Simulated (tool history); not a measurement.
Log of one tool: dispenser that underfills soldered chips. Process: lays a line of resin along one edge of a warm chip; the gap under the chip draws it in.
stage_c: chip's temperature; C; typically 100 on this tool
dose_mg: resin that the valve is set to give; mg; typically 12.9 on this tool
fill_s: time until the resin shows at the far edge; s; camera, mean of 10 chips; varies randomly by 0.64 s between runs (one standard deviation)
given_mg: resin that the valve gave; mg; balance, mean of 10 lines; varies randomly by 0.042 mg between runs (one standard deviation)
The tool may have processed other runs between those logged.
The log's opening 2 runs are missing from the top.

-- day=0.429 new syringe of resin
run 3 day=0.438 | stage_c=100 dose_mg=13.6 | fill_s=59.0 given_mg=12.70
run 4 day=0.654 | stage_c=100 dose_mg=13.6 | fill_s=70.8 given_mg=12.61
run 5 day=0.808 | stage_c=100 dose_mg=13.6 | fill_s=82.0 given_mg=12.62
-- day=0.925 dispensing valve cleaned and set on the balance
-- day=1.092 new syringe of resin
run 6 day=1.117 | stage_c=94 dose_mg=13.6 | fill_s=73.6 given_mg=13.55
run 7 day=1.308 | stage_c=94 dose_mg=13.6 | fill_s=84.2 given_mg=13.49
run 8 day=1.525 | stage_c=100 dose_mg=12.9 | fill_s=84.0 given_mg=12.80
-- day=1.712 new syringe of resin
run 9 day=1.725 | stage_c=100 dose_mg=12.9 | fill_s=59.4 given_mg=12.75
run 10 day=1.942 | stage_c=100 dose_mg=12.9 | fill_s=70.3 given_mg=12.71
run 11 day=2.112 | stage_c=100 dose_mg=12.9 | fill_s=81.3 given_mg=12.70
-- day=2.321 new syringe of resin
run 12 day=2.342 | stage_c=100 dose_mg=12.9 | fill_s=60.1 given_mg=12.69
run 13 day=2.700 | stage_c=100 dose_mg=12.9 | fill_s=80.5 given_mg=12.58
-- day=2.946 new syringe of resin
run 14 day=3.004 | stage_c=100 dose_mg=12.9 | fill_s=61.6 given_mg=12.52
run 15 day=3.221 | stage_c=100 dose_mg=11.3 | fill_s=75.5 given_mg=10.91
run 16 day=3.471 | stage_c=100 dose_mg=11.3 | fill_s=94.0 given_mg=10.89
-- day=3.571 new syringe of resin
run 17 day=3.742 | stage_c=100 dose_mg=15.3 | fill_s=67.6 given_mg=14.67
run 18 day=3.942 | stage_c=111 dose_mg=13.7 | fill_s=57.4 given_mg=13.13
-- day=4.188 new syringe of resin
run 19 day=4.250 | stage_c=97 dose_mg=13.2 | fill_s=69.0 given_mg=12.57
run 20 day=4.471 | stage_c=100 dose_mg=16.4 | fill_s=72.7 given_mg=15.54
run 21 day=4.754 | stage_c=100 dose_mg=14.4 | fill_s=93.6 given_mg=13.58
-- day=4.800 new syringe of resin
run 22 day=5.071 | stage_c=100 dose_mg=14.4 | fill_s=74.6 given_mg=13.49
run 23 day=5.354 | stage_c=111 dose_mg=11.2 | fill_s=70.3 given_mg=10.50
-- day=5.408 new syringe of resin
run 24 day=5.696 | stage_c=111 dose_mg=11.2 | fill_s=56.0 given_mg=10.50

Run 25 has not been measured yet. What should we expect?
-- day=6.038 new syringe of resin
run 25 day=6.054 | stage_c=109 dose_mg=13.0 | fill_s=? given_mg=?

Run 25 measured fill_s 46.7 s, given_mg 11.94 mg.
If the tool had no hidden condition, the same run with the same run-to-run variation would have returned fill_s 43.2 s, given_mg 12.89 mg.

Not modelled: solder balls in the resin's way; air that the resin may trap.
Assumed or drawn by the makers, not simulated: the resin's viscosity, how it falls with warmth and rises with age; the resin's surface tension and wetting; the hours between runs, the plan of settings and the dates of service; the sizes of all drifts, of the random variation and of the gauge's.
